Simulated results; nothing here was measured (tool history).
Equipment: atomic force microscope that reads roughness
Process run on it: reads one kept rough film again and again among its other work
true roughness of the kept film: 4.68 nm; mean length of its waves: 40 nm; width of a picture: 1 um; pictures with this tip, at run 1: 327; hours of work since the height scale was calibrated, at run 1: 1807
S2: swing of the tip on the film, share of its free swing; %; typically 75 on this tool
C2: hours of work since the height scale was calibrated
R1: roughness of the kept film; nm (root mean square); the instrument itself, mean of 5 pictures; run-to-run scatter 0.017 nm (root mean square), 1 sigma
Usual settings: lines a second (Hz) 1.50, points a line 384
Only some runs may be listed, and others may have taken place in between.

{"run": 1, "day": 0.0, "lines a second (Hz)": 1.5, "S2": 75, "points a line": 384, "pictures with this tip": 327, "C2": 1807, "R1": 3.398}
{"day": 1.3, "done": "new tip fitted"}
{"run": 2, "day": 2.696, "lines a second (Hz)": 1.5, "S2": 75, "points a line": 384, "pictures with this tip": 70, "C2": 1848, "R1": 3.843}
{"run": 3, "day": 5.008, "lines a second (Hz)": 1.5, "S2": 75, "points a line": 800, "pictures with this tip": 185, "C2": 1884, "R1": 3.684}
{"run": 4, "day": 7.271, "lines a second (Hz)": 1.5, "S2": 75, "points a line": 800, "pictures with this tip": 297, "C2": 1918, "R1": 3.419}
{"day": 9.025, "done": "new tip fitted"}
{"run": 5, "day": 9.729, "lines a second (Hz)": 1.5, "S2": 75, "points a line": 800, "pictures with this tip": 35, "C2": 1956, "R1": 3.981}
{"run": 6, "day": 11.746, "lines a second (Hz)": 1.5, "S2": 75, "points a line": 800, "pictures with this tip": 135, "C2": 1987, "R1": 3.777}
{"run": 7, "day": 14.779, "lines a second (Hz)": 1.5, "S2": 75, "points a line": 323, "pictures with this tip": 286, "C2": 2034, "R1": 3.445}
{"day": 16.996, "done": "new tip fitted"}
{"run": 8, "day": 17.821, "lines a second (Hz)": 1.5, "S2": 75, "points a line": 323, "pictures with this tip": 41, "C2": 2081, "R1": 3.909}
{"run": 9, "day": 20.975, "lines a second (Hz)": 1.5, "S2": 75, "points a line": 323, "pictures with this tip": 198, "C2": 2129, "R1": 3.592}
{"run": 10, "day": 23.9, "lines a second (Hz)": 3.75, "S2": 75, "points a line": 400, "pictures with this tip": 344, "C2": 2175, "R1": 2.998}
{"day": 24.858, "done": "new tip fitted"}
{"run": 11, "day": 26.775, "lines a second (Hz)": 3.75, "S2": 64, "points a line": 692, "pictures with this tip": 96, "C2": 2219, "R1": 3.741}
{"run": 12, "day": 28.875, "lines a second (Hz)": 3.75, "S2": 74, "points a line": 885, "pictures with this tip": 200, "C2": 2251, "R1": 3.284}
{"run": 13, "day": 31.117, "lines a second (Hz)": 3.75, "S2": 61, "points a line": 961, "pictures with this tip": 311, "C2": 2286, "R1": 3.426}
{"day": 32.625, "done": "new tip fitted"}
{"run": 14, "day": 34.621, "lines a second (Hz)": 3.75, "S2": 61, "points a line": 961, "pictures with this tip": 99, "C2": 2339, "R1": 3.792}
{"run": 15, "day": 36.367, "lines a second (Hz)": 3.75, "S2": 61, "points a line": 961, "pictures with this tip": 186, "C2": 2366, "R1": 3.663}
{"run": 16, "day": 39.046, "lines a second (Hz)": 1.05, "S2": 64, "points a line": 384, "pictures with this tip": 319, "C2": 2408, "R1": 3.627}
{"day": 40.396, "done": "new tip fitted"}
{"run": 17, "day": 41.15, "lines a second (Hz)": 1.05, "S2": 64, "points a line": 384, "pictures with this tip": 37, "C2": 2440, "R1": 4.112}
{"run": 18, "day": 44.262, "lines a second (Hz)": 2.3, "S2": 75, "points a line": 883, "pictures with this tip": 192, "C2": 2488, "R1": 3.491}

Below are 4 alternative next runs, each starting from the tool's condition after run 18. Predict each:
{"run": "A", "day": 46.892, "lines a second (Hz)": 0.96, "S2": 75, "points a line": 545, "pictures with this tip": 323, "C2": 2528, "R1": "?"}
{"run": "B", "day": 46.892, "lines a second (Hz)": 2.3, "S2": 59, "points a line": 883, "pictures with this tip": 323, "C2": 2528, "R1": "?"}
{"run": "C", "day": 46.892, "lines a second (Hz)": 1.5, "S2": 57, "points a line": 384, "pictures with this tip": 323, "C2": 2528, "R1": "?"}
{"run": "D", "day": 46.892, "lines a second (Hz)": 1.1, "S2": 75, "points a line": 384, "pictures with this tip": 323, "C2": 2528, "R1": "?"}

run=A R1=3.505
run=B R1=3.525
run=C R1=3.597
run=D R1=3.460
With no hidden state in the tool, these same runs would have given:
run=A R1=4.213
run=B R1=4.237
run=C R1=4.324
run=D R1=4.159
